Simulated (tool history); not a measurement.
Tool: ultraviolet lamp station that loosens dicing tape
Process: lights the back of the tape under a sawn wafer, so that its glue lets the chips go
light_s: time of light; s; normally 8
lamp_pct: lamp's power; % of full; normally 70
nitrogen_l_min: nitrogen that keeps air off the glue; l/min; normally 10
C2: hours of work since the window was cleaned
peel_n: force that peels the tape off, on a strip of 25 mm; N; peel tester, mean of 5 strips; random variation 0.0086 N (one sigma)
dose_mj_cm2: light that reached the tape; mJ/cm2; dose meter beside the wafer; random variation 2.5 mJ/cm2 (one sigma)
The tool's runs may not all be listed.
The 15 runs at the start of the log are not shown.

run 16 hour=183.4 | light_s=8 lamp_pct=70 nitrogen_l_min=10 | hours_of_work_of_the_lamp=683 C2=264 | peel_n=0.61 dose_mj_cm2=237
run 17 hour=200.7 | light_s=8 lamp_pct=70 nitrogen_l_min=16 | hours_of_work_of_the_lamp=696 C2=278 | peel_n=0.53 dose_mj_cm2=231
-- hour=211.5 window cleaned of glue's vapour
run 18 hour=212.9 | light_s=8 lamp_pct=70 nitrogen_l_min=16 | hours_of_work_of_the_lamp=706 C2=1 | peel_n=0.412 dose_mj_cm2=271
run 19 hour=225 | light_s=8 lamp_pct=70 nitrogen_l_min=10 | hours_of_work_of_the_lamp=715 C2=11 | peel_n=0.469 dose_mj_cm2=267
run 20 hour=237.8 | light_s=5 lamp_pct=95 nitrogen_l_min=14 | hours_of_work_of_the_lamp=726 C2=21 | peel_n=0.609 dose_mj_cm2=222
run 21 hour=246 | light_s=12 lamp_pct=69 nitrogen_l_min=10 | hours_of_work_of_the_lamp=732 C2=28 | peel_n=0.193 dose_mj_cm2=390
run 22 hour=262 | light_s=5 lamp_pct=73 nitrogen_l_min=3 | hours_of_work_of_the_lamp=745 C2=40 | peel_n=1.582 dose_mj_cm2=173
run 23 hour=275 | light_s=5 lamp_pct=73 nitrogen_l_min=3 | hours_of_work_of_the_lamp=755 C2=51 | peel_n=1.621 dose_mj_cm2=172
run 24 hour=294 | light_s=8 lamp_pct=70 nitrogen_l_min=4 | hours_of_work_of_the_lamp=771 C2=66 | peel_n=0.784 dose_mj_cm2=260
run 25 hour=309.5 | light_s=8 lamp_pct=89 nitrogen_l_min=10 | hours_of_work_of_the_lamp=783 C2=78 | peel_n=0.309 dose_mj_cm2=324
run 26 hour=324.9 | light_s=8 lamp_pct=89 nitrogen_l_min=10 | hours_of_work_of_the_lamp=795 C2=91 | peel_n=0.307 dose_mj_cm2=322
run 27 hour=343.7 | light_s=8 lamp_pct=89 nitrogen_l_min=10 | hours_of_work_of_the_lamp=810 C2=106 | peel_n=0.313 dose_mj_cm2=315
run 28 hour=354.6 | light_s=8 lamp_pct=89 nitrogen_l_min=10 | hours_of_work_of_the_lamp=819 C2=114 | peel_n=0.321 dose_mj_cm2=312
run 29 hour=367 | light_s=5 lamp_pct=61 nitrogen_l_min=6 | hours_of_work_of_the_lamp=829 C2=124 | peel_n=1.629 dose_mj_cm2=138
run 30 hour=378 | light_s=8 lamp_pct=62 nitrogen_l_min=3 | hours_of_work_of_the_lamp=838 C2=133 | peel_n=1.191 dose_mj_cm2=218
run 31 hour=387.8 | light_s=8 lamp_pct=62 nitrogen_l_min=3 | hours_of_work_of_the_lamp=846 C2=141 | peel_n=1.155 dose_mj_cm2=217
run 32 hour=405.7 | light_s=11 lamp_pct=62 nitrogen_l_min=6 | hours_of_work_of_the_lamp=860 C2=155 | peel_n=0.495 dose_mj_cm2=295
run 33 hour=422.4 | light_s=11 lamp_pct=62 nitrogen_l_min=6 | hours_of_work_of_the_lamp=873 C2=168 | peel_n=0.521 dose_mj_cm2=289
run 34 hour=433.6 | light_s=5 lamp_pct=70 nitrogen_l_min=4 | hours_of_work_of_the_lamp=882 C2=177 | peel_n=1.693 dose_mj_cm2=149
run 35 hour=446.7 | light_s=5 lamp_pct=70 nitrogen_l_min=4 | hours_of_work_of_the_lamp=893 C2=188 | peel_n=1.687 dose_mj_cm2=145
run 36 hour=457.6 | light_s=6 lamp_pct=70 nitrogen_l_min=15 | hours_of_work_of_the_lamp=901 C2=197 | peel_n=0.957 dose_mj_cm2=173
run 37 hour=468.2 | light_s=6 lamp_pct=70 nitrogen_l_min=15 | hours_of_work_of_the_lamp=910 C2=205 | peel_n=0.899 dose_mj_cm2=174

Each row is a separate what-if for the run after 37, all from the same tool condition, not one after another. Results?
run A hour=485.8 | light_s=7 lamp_pct=73 nitrogen_l_min=13 | hours_of_work_of_the_lamp=924 C2=219 | peel_n=? dose_mj_cm2=?
run B hour=485.8 | light_s=14 lamp_pct=90 nitrogen_l_min=14 | hours_of_work_of_the_lamp=924 C2=219 | peel_n=? dose_mj_cm2=?
run C hour=485.8 | light_s=13 lamp_pct=85 nitrogen_l_min=8 | hours_of_work_of_the_lamp=924 C2=219 | peel_n=? dose_mj_cm2=?
run D hour=485.8 | light_s=4 lamp_pct=70 nitrogen_l_min=10 | hours_of_work_of_the_lamp=924 C2=219 | peel_n=? dose_mj_cm2=?
run E hour=485.8 | light_s=6 lamp_pct=70 nitrogen_l_min=6 | hours_of_work_of_the_lamp=924 C2=219 | peel_n=? dose_mj_cm2=?

run=A peel_n=0.69 dose_mj_cm2=211
run=B peel_n=0.105 dose_mj_cm2=512
run=C peel_n=0.161 dose_mj_cm2=454
run=D peel_n=1.754 dose_mj_cm2=112
run=E peel_n=1.28 dose_mj_cm2=171
Had the tool no hidden state, the same runs would have come out as:
run=A peel_n=0.377 dose_mj_cm2=283
run=B peel_n=0.083 dose_mj_cm2=688
run=C peel_n=0.097 dose_mj_cm2=610
run=D peel_n=1.23 dose_mj_cm2=152
run=E peel_n=0.81 dose_mj_cm2=230

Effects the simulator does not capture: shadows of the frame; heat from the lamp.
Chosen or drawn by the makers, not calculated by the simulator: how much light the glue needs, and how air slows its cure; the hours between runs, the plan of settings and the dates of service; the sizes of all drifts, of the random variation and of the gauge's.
